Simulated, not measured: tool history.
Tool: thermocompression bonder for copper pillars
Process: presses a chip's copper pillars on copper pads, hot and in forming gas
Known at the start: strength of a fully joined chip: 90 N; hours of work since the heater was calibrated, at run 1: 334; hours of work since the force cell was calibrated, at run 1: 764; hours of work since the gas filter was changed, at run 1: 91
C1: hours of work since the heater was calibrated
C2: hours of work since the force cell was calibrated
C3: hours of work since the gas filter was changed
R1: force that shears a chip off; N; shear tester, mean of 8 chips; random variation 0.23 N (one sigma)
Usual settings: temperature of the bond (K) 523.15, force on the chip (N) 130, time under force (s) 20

{"run": 1, "hour": 0.0, "temperature of the bond (K)": 523.15, "force on the chip (N)": 130, "time under force (s)": 20, "C1": 334, "C2": 764, "C3": 91, "R1": 52.3}
{"run": 2, "hour": 22.3, "temperature of the bond (K)": 523.15, "force on the chip (N)": 130, "time under force (s)": 20, "C1": 350, "C2": 780, "C3": 107, "R1": 52.0}
{"run": 3, "hour": 52.9, "temperature of the bond (K)": 542.15, "force on the chip (N)": 130, "time under force (s)": 20, "C1": 372, "C2": 802, "C3": 129, "R1": 62.0}
{"run": 4, "hour": 65.9, "temperature of the bond (K)": 542.15, "force on the chip (N)": 130, "time under force (s)": 20, "C1": 381, "C2": 811, "C3": 138, "R1": 62.2}
{"run": 5, "hour": 78.7, "temperature of the bond (K)": 542.15, "force on the chip (N)": 130, "time under force (s)": 20, "C1": 390, "C2": 820, "C3": 147, "R1": 61.5}
{"run": 6, "hour": 96.4, "temperature of the bond (K)": 542.15, "force on the chip (N)": 130, "time under force (s)": 22, "C1": 403, "C2": 833, "C3": 160, "R1": 63.7}
{"run": 7, "hour": 120.7, "temperature of the bond (K)": 542.15, "force on the chip (N)": 130, "time under force (s)": 22, "C1": 420, "C2": 850, "C3": 177, "R1": 63.8}
{"run": 8, "hour": 137.1, "temperature of the bond (K)": 542.15, "force on the chip (N)": 130, "time under force (s)": 22, "C1": 432, "C2": 862, "C3": 189, "R1": 63.5}
{"hour": 155.9, "done": "forming gas filter changed"}
{"run": 9, "hour": 168.8, "temperature of the bond (K)": 523.15, "force on the chip (N)": 130, "time under force (s)": 20, "C1": 454, "C2": 884, "C3": 9, "R1": 52.4}
{"run": 10, "hour": 190.7, "temperature of the bond (K)": 542.15, "force on the chip (N)": 130, "time under force (s)": 20, "C1": 470, "C2": 900, "C3": 25, "R1": 62.0}
{"run": 11, "hour": 207.9, "temperature of the bond (K)": 542.15, "force on the chip (N)": 130, "time under force (s)": 20, "C1": 482, "C2": 912, "C3": 37, "R1": 61.9}
{"run": 12, "hour": 231.5, "temperature of the bond (K)": 523.15, "force on the chip (N)": 146, "time under force (s)": 20, "C1": 499, "C2": 929, "C3": 54, "R1": 55.6}
{"run": 13, "hour": 248.1, "temperature of the bond (K)": 523.15, "force on the chip (N)": 179, "time under force (s)": 20, "C1": 511, "C2": 941, "C3": 66, "R1": 60.8}
{"run": 14, "hour": 268.0, "temperature of the bond (K)": 523.15, "force on the chip (N)": 130, "time under force (s)": 20, "C1": 525, "C2": 955, "C3": 80, "R1": 52.3}
{"run": 15, "hour": 284.7, "temperature of the bond (K)": 523.15, "force on the chip (N)": 130, "time under force (s)": 20, "C1": 537, "C2": 967, "C3": 92, "R1": 52.2}
{"run": 16, "hour": 307.3, "temperature of the bond (K)": 523.15, "force on the chip (N)": 144, "time under force (s)": 20, "C1": 553, "C2": 983, "C3": 108, "R1": 55.2}
{"run": 17, "hour": 324.2, "temperature of the bond (K)": 523.15, "force on the chip (N)": 130, "time under force (s)": 38, "C1": 565, "C2": 995, "C3": 120, "R1": 63.1}
{"run": 18, "hour": 355.5, "temperature of the bond (K)": 523.15, "force on the chip (N)": 130, "time under force (s)": 38, "C1": 587, "C2": 1017, "C3": 142, "R1": 63.3}
{"run": 19, "hour": 380.5, "temperature of the bond (K)": 523.15, "force on the chip (N)": 130, "time under force (s)": 38, "C1": 605, "C2": 1035, "C3": 160, "R1": 62.7}
{"run": 20, "hour": 402.8, "temperature of the bond (K)": 523.15, "force on the chip (N)": 130, "time under force (s)": 38, "C1": 621, "C2": 1051, "C3": 176, "R1": 62.7}
{"run": 21, "hour": 432.0, "temperature of the bond (K)": 523.15, "force on the chip (N)": 130, "time under force (s)": 38, "C1": 642, "C2": 1072, "C3": 197, "R1": 62.8}
{"hour": 439.9, "done": "forming gas filter changed"}
{"run": 22, "hour": 446.9, "temperature of the bond (K)": 521.15, "force on the chip (N)": 130, "time under force (s)": 17, "C1": 652, "C2": 1082, "C3": 5, "R1": 48.4}
{"run": 23, "hour": 477.2, "temperature of the bond (K)": 521.15, "force on the chip (N)": 130, "time under force (s)": 17, "C1": 674, "C2": 1104, "C3": 27, "R1": 48.8}
{"run": 24, "hour": 504.6, "temperature of the bond (K)": 521.15, "force on the chip (N)": 130, "time under force (s)": 17, "C1": 693, "C2": 1123, "C3": 46, "R1": 49.0}
{"run": 25, "hour": 529.4, "temperature of the bond (K)": 521.15, "force on the chip (N)": 80, "time under force (s)": 47, "C1": 711, "C2": 1141, "C3": 64, "R1": 52.4}
{"run": 26, "hour": 551.6, "temperature of the bond (K)": 521.15, "force on the chip (N)": 80, "time under force (s)": 47, "C1": 727, "C2": 1157, "C3": 80, "R1": 53.0}
{"run": 27, "hour": 570.4, "temperature of the bond (K)": 523.15, "force on the chip (N)": 89, "time under force (s)": 15, "C1": 740, "C2": 1170, "C3": 93, "R1": 38.6}
{"run": 28, "hour": 590.3, "temperature of the bond (K)": 500.15, "force on the chip (N)": 103, "time under force (s)": 52, "C1": 755, "C2": 1185, "C3": 107, "R1": 48.9}
{"run": 29, "hour": 618.0, "temperature of the bond (K)": 537.15, "force on the chip (N)": 184, "time under force (s)": 15, "C1": 774, "C2": 1204, "C3": 127, "R1": 64.0}
{"run": 30, "hour": 641.8, "temperature of the bond (K)": 537.15, "force on the chip (N)": 184, "time under force (s)": 15, "C1": 791, "C2": 1221, "C3": 144, "R1": 63.7}
{"run": 31, "hour": 654.9, "temperature of the bond (K)": 537.15, "force on the chip (N)": 92, "time under force (s)": 45, "C1": 801, "C2": 1231, "C3": 153, "R1": 63.9}
{"run": 32, "hour": 681.6, "temperature of the bond (K)": 541.15, "force on the chip (N)": 104, "time under force (s)": 10, "C1": 820, "C2": 1250, "C3": 172, "R1": 45.1}
{"run": 33, "hour": 698.9, "temperature of the bond (K)": 548.15, "force on the chip (N)": 172, "time under force (s)": 10, "C1": 832, "C2": 1262, "C3": 185, "R1": 61.0}
{"run": 34, "hour": 711.8, "temperature of the bond (K)": 520.15, "force on the chip (N)": 172, "time under force (s)": 10, "C1": 841, "C2": 1271, "C3": 194, "R1": 46.9}
{"hour": 725.0, "done": "forming gas filter changed"}
{"run": 35, "hour": 731.4, "temperature of the bond (K)": 520.15, "force on the chip (N)": 172, "time under force (s)": 10, "C1": 855, "C2": 1285, "C3": 5, "R1": 47.0}
{"run": 36, "hour": 744.4, "temperature of the bond (K)": 500.15, "force on the chip (N)": 176, "time under force (s)": 29, "C1": 864, "C2": 1294, "C3": 14, "R1": 53.3}
{"run": 37, "hour": 765.5, "temperature of the bond (K)": 499.15, "force on the chip (N)": 90, "time under force (s)": 20, "C1": 879, "C2": 1309, "C3": 29, "R1": 31.9}
{"run": 38, "hour": 783.7, "temperature of the bond (K)": 518.15, "force on the chip (N)": 130, "time under force (s)": 20, "C1": 892, "C2": 1322, "C3": 42, "R1": 49.5}
{"run": 39, "hour": 806.1, "temperature of the bond (K)": 518.15, "force on the chip (N)": 130, "time under force (s)": 20, "C1": 908, "C2": 1338, "C3": 58, "R1": 49.9}

Forecast each of these 5 alternatives for the next run:
{"run": "A", "hour": 821.8, "temperature of the bond (K)": 518.15, "force on the chip (N)": 112, "time under force (s)": 38, "C1": 919, "C2": 1349, "C3": 69, "R1": "?"}
{"run": "B", "hour": 821.8, "temperature of the bond (K)": 528.15, "force on the chip (N)": 130, "time under force (s)": 10, "C1": 919, "C2": 1349, "C3": 69, "R1": "?"}
{"run": "C", "hour": 821.8, "temperature of the bond (K)": 531.15, "force on the chip (N)": 90, "time under force (s)": 20, "C1": 919, "C2": 1349, "C3": 69, "R1": "?"}
{"run": "D", "hour": 821.8, "temperature of the bond (K)": 537.15, "force on the chip (N)": 180, "time under force (s)": 20, "C1": 919, "C2": 1349, "C3": 69, "R1": "?"}
{"run": "E", "hour": 821.8, "temperature of the bond (K)": 551.15, "force on the chip (N)": 130, "time under force (s)": 20, "C1": 919, "C2": 1349, "C3": 69, "R1": "?"}

run=A R1=56.6
run=B R1=44.1
run=C R1=47.1
run=D R1=68.5
run=E R1=66.4
Without the tool's hidden state the same runs would have given:
run=A R1=56.5
run=B R1=44.0
run=C R1=47.0
run=D R1=68.4
run=E R1=66.3

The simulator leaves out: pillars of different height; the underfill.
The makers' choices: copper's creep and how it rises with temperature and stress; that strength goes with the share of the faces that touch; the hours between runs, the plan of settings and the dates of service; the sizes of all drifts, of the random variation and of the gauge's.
